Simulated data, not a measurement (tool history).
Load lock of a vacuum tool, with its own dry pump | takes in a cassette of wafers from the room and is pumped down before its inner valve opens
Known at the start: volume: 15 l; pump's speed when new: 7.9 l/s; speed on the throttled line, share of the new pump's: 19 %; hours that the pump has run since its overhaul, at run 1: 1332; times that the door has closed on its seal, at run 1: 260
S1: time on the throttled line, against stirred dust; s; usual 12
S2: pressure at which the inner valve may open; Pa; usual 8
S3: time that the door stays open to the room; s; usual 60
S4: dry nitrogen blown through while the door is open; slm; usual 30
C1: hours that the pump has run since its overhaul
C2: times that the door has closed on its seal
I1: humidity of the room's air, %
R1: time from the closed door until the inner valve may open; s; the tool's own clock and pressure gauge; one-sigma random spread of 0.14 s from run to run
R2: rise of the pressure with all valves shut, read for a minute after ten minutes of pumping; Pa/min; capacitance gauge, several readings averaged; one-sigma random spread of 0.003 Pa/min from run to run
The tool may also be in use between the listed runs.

run 1 hour=0.0 | S1=12 S2=8 S3=60 S4=30 | C1=1332 C2=260 | I1=46.6 | R1=27.6 R2=0.033
run 2 hour=130.6 | S1=12 S2=8 S3=60 S4=30 | C1=1463 C2=404 | I1=45.3 | R1=28.0 R2=0.031
run 3 hour=264.6 | S1=12 S2=8 S3=60 S4=30 | C1=1597 C2=552 | I1=42.0 | R1=27.7 R2=0.035
run 4 hour=354.3 | S1=12 S2=8 S3=60 S4=30 | C1=1687 C2=651 | I1=44.2 | R1=27.6 R2=0.031
run 5 hour=522.5 | S1=12 S2=8 S3=60 S4=30 | C1=1855 C2=837 | I1=45.9 | R1=27.7 R2=0.034
run 6 hour=670.1 | S1=12 S2=8 S3=60 S4=30 | C1=2003 C2=999 | I1=44.5 | R1=27.5 R2=0.026
run 7 hour=782.8 | S1=13 S2=8 S3=60 S4=30 | C1=2115 C2=1124 | I1=47.5 | R1=28.5 R2=0.030
run 8 hour=880.6 | S1=13 S2=8 S3=60 S4=30 | C1=2213 C2=1232 | I1=49.1 | R1=28.7 R2=0.033
run 9 hour=991.2 | S1=13 S2=11 S3=201 S4=31 | C1=2324 C2=1353 | I1=43.8 | R1=28.0 R2=0.043
run 10 hour=1080.3 | S1=13 S2=11 S3=201 S4=31 | C1=2413 C2=1452 | I1=42.9 | R1=27.9 R2=0.046
run 11 hour=1215.2 | S1=8 S2=8 S3=88 S4=30 | C1=2548 C2=1600 | I1=45.7 | R1=24.5 R2=0.031

5 ways to go on from here, each from the tool as it stands after run 11. What would each give?
run A hour=1333.6 | S1=8 S2=8 S3=40 S4=30 | C1=2666 C2=1731 | I1=39.6 | R1=? R2=?
run B hour=1333.6 | S1=21 S2=10 S3=106 S4=30 | C1=2666 C2=1731 | I1=47.4 | R1=? R2=?
run C hour=1333.6 | S1=8 S2=8 S3=187 S4=30 | C1=2666 C2=1731 | I1=42.4 | R1=? R2=?
run D hour=1333.6 | S1=21 S2=15 S3=126 S4=30 | C1=2666 C2=1731 | I1=46.3 | R1=? R2=?
run E hour=1333.6 | S1=8 S2=11 S3=88 S4=30 | C1=2666 C2=1731 | I1=45.1 | R1=? R2=?

run=A R1=24.6 R2=0.024
run=B R1=34.5 R2=0.046
run=C R1=24.6 R2=0.048
run=D R1=33.9 R2=0.045
run=E R1=23.8 R2=0.036
The same runs, with their run-to-run variation unchanged, on a tool lacking any hidden condition would have given:
run=A R1=24.6 R2=0.024
run=B R1=34.5 R2=0.046
run=C R1=24.6 R2=0.048
run=D R1=33.9 R2=0.045
run=E R1=23.8 R2=0.036
